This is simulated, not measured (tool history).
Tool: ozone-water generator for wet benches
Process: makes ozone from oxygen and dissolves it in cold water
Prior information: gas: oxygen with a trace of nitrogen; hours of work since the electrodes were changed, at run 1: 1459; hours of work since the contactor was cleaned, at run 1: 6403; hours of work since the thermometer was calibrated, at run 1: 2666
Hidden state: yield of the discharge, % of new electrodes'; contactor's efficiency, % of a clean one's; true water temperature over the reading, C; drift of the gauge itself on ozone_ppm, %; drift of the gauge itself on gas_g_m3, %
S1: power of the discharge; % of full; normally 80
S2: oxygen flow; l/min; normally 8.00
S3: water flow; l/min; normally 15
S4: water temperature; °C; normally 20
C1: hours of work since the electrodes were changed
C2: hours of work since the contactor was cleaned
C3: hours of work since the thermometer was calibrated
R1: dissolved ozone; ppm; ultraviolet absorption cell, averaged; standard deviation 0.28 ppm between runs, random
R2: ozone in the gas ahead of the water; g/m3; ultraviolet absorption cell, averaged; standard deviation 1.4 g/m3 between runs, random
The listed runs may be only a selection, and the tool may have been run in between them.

run	hour	S1	S2	S3	S4	C1	C2	C3	R1	R2
1	0.0	80	8.00	15	20	1459	6403	2666	44.3	271.1
2	76.4	80	8.00	15	20	1528	6472	2735	44.6	271.9
3	153.6	80	8.00	12	20	1598	6542	2804	48.7	271.8
4	232.5	80	8.00	15	20	1669	6613	2876	44.0	273.0
5	301.0	48	8.00	15	20	1731	6675	2938	32.8	204.8
6	388.3	48	8.00	15	20	1810	6754	3017	32.9	203.8
7	475.9	80	8.00	15	20	1890	6833	3096	43.8	273.1
8	529.0	80	8.00	15	20	1938	6881	3144	43.9	270.7
9	584.8	80	8.00	15	20	1988	6932	3195	44.0	275.4
10	635.5	80	8.00	15	20	2034	6978	3240	44.3	273.7
11	680.3	97	8.00	15	20	2075	7018	3281	49.1	310.5
12	727.3	97	4.22	15	20	2117	7061	3324	55.7	455.3
13	788.7	83	8.00	15	20	2173	7117	3379	44.9	284.0
14	876.8	83	8.00	15	20	2252	7196	3459	45.3	279.6
15	920.9	83	8.00	15	20	2292	7236	3499	45.1	283.0
16	966.4	83	8.00	15	20	2333	7277	3540	45.1	285.4
17	1037.7	80	8.00	14	20	2398	7342	3604	45.9	275.4
18	1075.4	80	8.00	21	22	2432	7376	3639	34.8	277.8
19	1136.9	80	8.00	21	22	2488	7432	3694	35.1	277.2
20	1227.0	80	8.00	21	22	2569	7513	3776	35.0	279.3
21	1272.5	80	8.00	22	20	2610	7554	3817	35.8	279.8
# hour 1306.0: gauge calibrated
22	1331.7	80	8.00	22	20	2664	7608	3870	35.8	270.6
23	1414.1	86	6.83	15	21	2739	7682	3945	47.4	310.8
# hour 1437.3: contactor cleaned
24	1467.1	86	6.83	15	21	2783	27	3989	47.1	312.5
25	1522.0	80	7.60	16	14	2833	77	4039	48.8	280.9
26	1578.6	97	9.33	12	13	2884	128	4090	61.8	278.0
27	1641.1	97	9.33	12	13	2940	184	4147	61.0	276.3
28	1703.9	51	8.00	13	22	2997	241	4204	35.1	212.9
29	1769.7	80	4.50	15	21	3057	301	4263	48.0	392.0
30	1843.6	73	4.53	17	18	3124	368	4330	44.4	369.1
31	1884.9	89	9.77	17	25	3161	405	4367	37.4	258.9

Predict the results of run 32:
32	1944.4	52	9.77	23	20	3215	459	4421	?	?

{"run 32": {"R1": 26.2, "R2": 189.4}}
With no hidden state in the tool, this same run would have given R1 26.2 ppm, R2 186.9 g/m3.

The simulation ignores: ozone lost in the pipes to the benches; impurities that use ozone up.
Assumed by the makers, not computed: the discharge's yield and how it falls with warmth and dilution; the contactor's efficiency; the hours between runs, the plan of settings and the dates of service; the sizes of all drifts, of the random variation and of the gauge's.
